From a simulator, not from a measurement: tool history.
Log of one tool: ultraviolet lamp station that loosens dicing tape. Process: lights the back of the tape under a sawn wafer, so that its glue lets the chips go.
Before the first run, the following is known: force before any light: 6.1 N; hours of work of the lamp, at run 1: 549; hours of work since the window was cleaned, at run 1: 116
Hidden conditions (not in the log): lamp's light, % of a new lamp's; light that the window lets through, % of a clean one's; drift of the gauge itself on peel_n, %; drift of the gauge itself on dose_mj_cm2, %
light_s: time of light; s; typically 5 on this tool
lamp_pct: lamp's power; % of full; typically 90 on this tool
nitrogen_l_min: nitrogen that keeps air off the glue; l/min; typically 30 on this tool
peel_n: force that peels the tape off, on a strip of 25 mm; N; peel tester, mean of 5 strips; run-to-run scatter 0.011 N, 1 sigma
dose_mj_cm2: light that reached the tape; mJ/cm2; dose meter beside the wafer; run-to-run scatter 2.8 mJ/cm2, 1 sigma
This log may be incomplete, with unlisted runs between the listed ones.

run    hour  light_s  lamp_pct  nitrogen_l_min  hours of work of the lamp  hours of work since the window was cleaned  peel_n  dose_mj_cm2
  1       0        5        90              30                        549                                         116   1.056          255
  2    39.3        5        90              30                        579                                         146   1.095          254
  3    83.6        5        90              30                        613                                         180   1.126          242
  4   112.9        5        90              48                        635                                         203   1.057          234
  5   155.3        5        90              48                        668                                         235   1.065          228
  6   197.9        5        90              48                        700                                         268    1.15          221
  7   231.8        5        90              30                        726                                         294   1.351          218
  8     256        5        90              30                        745                                         312   1.388          209
  9   291.3        5        90              26                        772                                         339   1.532          203
 10   325.7        5        77              30                        798                                         365   1.827          174
 11   358.6        3        90              30                        823                                         391   2.691          118
      377.1  -- lamp changed
 12   391.8        3        90              30                         11                                         415   1.463          204
 13     415        3        90              30                         29                                         433   1.509          201
 14   456.4        3        90              30                         61                                         465   1.582          192
 15   502.6        5        90              30                         96                                         500   0.705          322
      508.7  -- window cleaned of glue's vapour
 16   551.5        6        66              13                        133                                          33   1.076          304
 17   588.9        6        66              13                        162                                          61   1.108          297
 18   620.3        2        81              26                        186                                          85   2.712          119
 19   650.6        5        90              19                        209                                         109   0.829          324
 20   701.5        5        62              19                        248                                         147   1.448          219
 21   725.6        5        62              19                        266                                         166   1.555          212
 22   777.1        4        61              17                        306                                         205   2.223          163
 23   799.2       10        90              21                        322                                         222   0.259          589
 24   821.9       10        90              21                        340                                         240   0.263          589
 25   866.1        2        90              30                        374                                         273   2.757          116
 26   903.6        5        97              16                        402                                         302   1.055          299
 27   936.8        5        97              16                        428                                         327   1.017          291
 28     975        6        63              47                        457                                         357   1.169          222
 29   999.7        6        70              24                        476                                         376   1.253          238
 30  1022.7        6        70              24                        493                                         393    1.28          236

Describe how what the log doesn't record of the tool's condition differs between the last listed run preceding each entry between runs and the first listed run following it.
Run 11 -> run 12: lamp changed (hour 377.1)
  lamp's light, % of a new lamp's: 55.7 -> 99.3; light that the window lets through, % of a clean one's: 91.2 -> 90.6
  the result without the hidden state subtracted from the measured one, peel_n: +1.435 -> +0.203 N; dose_mj_cm2: -113 -> -23 mJ/cm2
Run 15 -> run 16: window cleaned of glue's vapour (hour 508.7)
  lamp's light, % of a new lamp's: 94.8 -> 92.7; light that the window lets through, % of a clean one's: 88.7 -> 99.1
  the result without the hidden state subtracted from the measured one, peel_n: +0.199 -> +0.143 N; dose_mj_cm2: -60 -> -27 mJ/cm2
